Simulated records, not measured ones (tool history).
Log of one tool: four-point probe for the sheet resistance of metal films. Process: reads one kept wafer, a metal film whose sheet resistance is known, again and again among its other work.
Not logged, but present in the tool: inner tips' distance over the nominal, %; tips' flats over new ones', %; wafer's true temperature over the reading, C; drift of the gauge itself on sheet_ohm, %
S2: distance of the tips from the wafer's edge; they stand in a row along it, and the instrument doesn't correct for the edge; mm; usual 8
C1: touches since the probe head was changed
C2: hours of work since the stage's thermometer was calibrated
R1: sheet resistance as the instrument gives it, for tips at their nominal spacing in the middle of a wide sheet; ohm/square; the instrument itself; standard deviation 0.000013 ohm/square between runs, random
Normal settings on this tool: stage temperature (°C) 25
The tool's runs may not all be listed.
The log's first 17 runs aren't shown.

run 18 hour=345.4 | stage_temperature_(°C)=25 S2=8 | C1=9136 C2=1509 | R1=0.063122
run 19 hour=374.4 | stage_temperature_(°C)=25 S2=8 | C1=9771 C2=1524 | R1=0.063105
run 20 hour=400.1 | stage_temperature_(°C)=25 S2=8 | C1=10335 C2=1538 | R1=0.063108
run 21 hour=412.4 | stage_temperature_(°C)=19 S2=9 | C1=10604 C2=1545 | R1=0.063320
run 22 hour=442.7 | stage_temperature_(°C)=19 S2=9 | C1=11268 C2=1562 | R1=0.063321
run 23 hour=472.4 | stage_temperature_(°C)=22 S2=4 | C1=11917 C2=1578 | R1=0.063861
run 24 hour=490.9 | stage_temperature_(°C)=22 S2=4 | C1=12323 C2=1588 | R1=0.063845
run 25 hour=504.5 | stage_temperature_(°C)=19 S2=36 | C1=12621 C2=1595 | R1=0.063159
run 26 hour=519.6 | stage_temperature_(°C)=19 S2=36 | C1=12952 C2=1604 | R1=0.063152
-- hour=522.0 stage's thermometer calibrated
run 27 hour=534.7 | stage_temperature_(°C)=19 S2=36 | C1=13271 C2=7 | R1=0.063137
run 28 hour=561.5 | stage_temperature_(°C)=33 S2=66 | C1=13858 C2=22 | R1=0.062567
run 29 hour=586.6 | stage_temperature_(°C)=33 S2=41 | C1=14408 C2=35 | R1=0.062584
run 30 hour=603.4 | stage_temperature_(°C)=33 S2=41 | C1=14776 C2=44 | R1=0.062576
run 31 hour=622.4 | stage_temperature_(°C)=24 S2=56 | C1=15192 C2=55 | R1=0.062927
run 32 hour=638.4 | stage_temperature_(°C)=25 S2=9 | C1=15543 C2=63 | R1=0.063046
run 33 hour=652.5 | stage_temperature_(°C)=26 S2=6 | C1=15851 C2=71 | R1=0.063239
-- hour=657.6 stage's thermometer calibrated, once more
run 34 hour=666.4 | stage_temperature_(°C)=27 S2=4 | C1=16143 C2=5 | R1=0.063720
run 35 hour=691.0 | stage_temperature_(°C)=19 S2=8 | C1=16682 C2=18 | R1=0.063425
run 36 hour=718.2 | stage_temperature_(°C)=19 S2=8 | C1=17279 C2=33 | R1=0.063410
run 37 hour=739.6 | stage_temperature_(°C)=34 S2=8 | C1=17746 C2=45 | R1=0.062816
run 38 hour=760.8 | stage_temperature_(°C)=27 S2=3 | C1=18212 C2=56 | R1=0.064336
run 39 hour=784.7 | stage_temperature_(°C)=28 S2=65 | C1=18734 C2=69 | R1=0.062812
run 40 hour=798.3 | stage_temperature_(°C)=24 S2=3 | C1=19032 C2=77 | R1=0.064473

Below are 4 alternative next runs, each starting from the tool's condition after run 40. Predict each:
run A hour=812.5 | stage_temperature_(°C)=31 S2=10 | C1=19343 C2=84 | R1=?
run B hour=812.5 | stage_temperature_(°C)=21 S2=21 | C1=19343 C2=84 | R1=?
run C hour=812.5 | stage_temperature_(°C)=27 S2=9 | C1=19343 C2=84 | R1=?
run D hour=812.5 | stage_temperature_(°C)=18 S2=21 | C1=19343 C2=84 | R1=?

run=A R1=0.062850
run=B R1=0.063169
run=C R1=0.063038
run=D R1=0.063272
Take away the tool's hidden state, keep each run's random variation, and the runs would have read:
run=A R1=0.062921
run=B R1=0.063241
run=C R1=0.063110
run=D R1=0.063344
